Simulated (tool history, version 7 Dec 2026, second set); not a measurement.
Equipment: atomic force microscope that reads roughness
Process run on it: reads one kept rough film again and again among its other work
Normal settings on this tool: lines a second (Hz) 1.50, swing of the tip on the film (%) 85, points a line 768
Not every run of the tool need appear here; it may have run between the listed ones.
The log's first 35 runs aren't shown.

run	hour	lines a second (Hz)	swing of the tip on the film (%)	points a line	pictures with this tip	hours of work since the height scale was calibrated	roughness of the kept film (nm (root mean square))
36	696.7	0.91	59	768	271	491	2.692
37	708.7	0.91	59	768	284	497	2.676
38	720.4	0.91	74	768	296	503	2.563
# hour 725.4: new tip fitted
39	743.6	0.61	71	804	19	516	3.069
40	764.3	0.61	71	271	40	527	2.921
41	780.7	1.50	72	768	57	535	2.827
42	801.7	1.50	81	789	79	547	2.645
43	816.5	1.50	71	484	94	554	2.744
44	829.3	1.50	71	484	107	561	2.748
45	853.2	1.64	58	482	132	574	2.828
46	880.2	2.78	66	625	160	588	2.590
47	901.7	0.54	57	625	182	600	2.846
48	924.9	1.50	68	501	206	612	2.633
49	945.2	0.57	85	283	226	623	2.572
50	973.4	0.57	85	359	256	638	2.551
51	997.8	1.50	58	967	281	651	2.633
# hour 1016.3: new tip fitted
52	1020.7	2.73	72	416	5	663	2.704

What if the next run were any one of these 5? Each begins from the tool's condition after run 52:
A	1033.2	0.89	72	416	17	670	?
B	1033.2	3.88	81	273	17	670	?
C	1033.2	2.73	72	534	17	670	?
D	1033.2	1.29	85	592	17	670	?
E	1033.2	2.73	72	524	17	670	?

run	roughness of the kept film (nm (root mean square))
A	3.005
B	2.224
C	2.699
D	2.719
E	2.683
The same runs, with their run-to-run variation unchanged, on a tool lacking any hidden condition would have given:
run	roughness of the kept film (nm (root mean square))
A	3.063
B	2.266
C	2.751
D	2.771
E	2.734
